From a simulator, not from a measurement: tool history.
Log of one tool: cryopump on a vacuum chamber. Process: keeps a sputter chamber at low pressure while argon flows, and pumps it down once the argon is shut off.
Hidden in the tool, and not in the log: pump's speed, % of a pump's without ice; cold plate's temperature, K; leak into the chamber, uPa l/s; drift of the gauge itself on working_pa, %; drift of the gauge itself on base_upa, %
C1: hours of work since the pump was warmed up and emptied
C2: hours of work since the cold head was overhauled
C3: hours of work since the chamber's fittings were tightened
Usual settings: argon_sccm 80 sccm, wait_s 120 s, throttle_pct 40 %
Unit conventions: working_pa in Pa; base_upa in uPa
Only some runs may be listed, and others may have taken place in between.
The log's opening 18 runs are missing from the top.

run 19 hour=275.9 | argon_sccm=80 wait_s=120 throttle_pct=41 | C1=218 C2=218 C3=1405 | working_pa=0.1815 base_upa=0.88
run 20 hour=286.7 | argon_sccm=80 wait_s=120 throttle_pct=34 | C1=226 C2=226 C3=1413 | working_pa=0.2188 base_upa=0.90
run 21 hour=308.9 | argon_sccm=76 wait_s=72 throttle_pct=45 | C1=243 C2=243 C3=1430 | working_pa=0.1592 base_upa=1.19
run 22 hour=330.9 | argon_sccm=42 wait_s=146 throttle_pct=51 | C1=260 C2=260 C3=1447 | working_pa=0.0774 base_upa=0.85
run 23 hour=340.3 | argon_sccm=80 wait_s=298 throttle_pct=40 | C1=267 C2=267 C3=1454 | working_pa=0.1865 base_upa=0.69
run 24 hour=356.6 | argon_sccm=111 wait_s=37 throttle_pct=43 | C1=279 C2=279 C3=1466 | working_pa=0.2453 base_upa=1.83
run 25 hour=374.3 | argon_sccm=111 wait_s=37 throttle_pct=43 | C1=293 C2=293 C3=1480 | working_pa=0.2426 base_upa=1.81
run 26 hour=395.0 | argon_sccm=111 wait_s=37 throttle_pct=43 | C1=308 C2=308 C3=1495 | working_pa=0.2443 base_upa=1.86
run 27 hour=407.9 | argon_sccm=157 wait_s=37 throttle_pct=42 | C1=318 C2=318 C3=1505 | working_pa=0.3536 base_upa=1.77
run 28 hour=428.8 | argon_sccm=70 wait_s=120 throttle_pct=21 | C1=334 C2=334 C3=1521 | working_pa=0.3096 base_upa=0.98
run 29 hour=441.2 | argon_sccm=70 wait_s=45 throttle_pct=21 | C1=343 C2=343 C3=1530 | working_pa=0.3098 base_upa=1.65
run 30 hour=457.3 | argon_sccm=33 wait_s=45 throttle_pct=40 | C1=355 C2=355 C3=1542 | working_pa=0.0781 base_upa=1.61
run 31 hour=468.2 | argon_sccm=80 wait_s=43 throttle_pct=17 | C1=363 C2=363 C3=1550 | working_pa=0.4379 base_upa=1.63
run 32 hour=477.2 | argon_sccm=51 wait_s=56 throttle_pct=23 | C1=370 C2=370 C3=1557 | working_pa=0.2052 base_upa=1.40
run 33 hour=489.2 | argon_sccm=85 wait_s=26 throttle_pct=25 | C1=379 C2=379 C3=1566 | working_pa=0.3181 base_upa=2.28
run 34 hour=503.3 | argon_sccm=33 wait_s=120 throttle_pct=16 | C1=390 C2=390 C3=1577 | working_pa=0.1907 base_upa=0.99
run 35 hour=517.4 | argon_sccm=33 wait_s=120 throttle_pct=16 | C1=401 C2=401 C3=1588 | working_pa=0.1907 base_upa=1.00

Predict each of these 3 candidate next runs independently; none follows another, all start after run 35:
run A hour=536.5 | argon_sccm=80 wait_s=42 throttle_pct=18 | C1=415 C2=415 C3=1602 | working_pa=? base_upa=?
run B hour=536.5 | argon_sccm=80 wait_s=49 throttle_pct=40 | C1=415 C2=415 C3=1602 | working_pa=? base_upa=?
run C hour=536.5 | argon_sccm=49 wait_s=84 throttle_pct=28 | C1=415 C2=415 C3=1602 | working_pa=? base_upa=?

run=A working_pa=0.4083 base_upa=1.67
run=B working_pa=0.1911 base_upa=1.49
run=C working_pa=0.1641 base_upa=1.18
Stripped of hidden state, with their random variation kept, the same runs would have yielded:
run=A working_pa=0.3976 base_upa=1.23
run=B working_pa=0.1804 base_upa=1.05
run=C working_pa=0.1575 base_upa=0.73
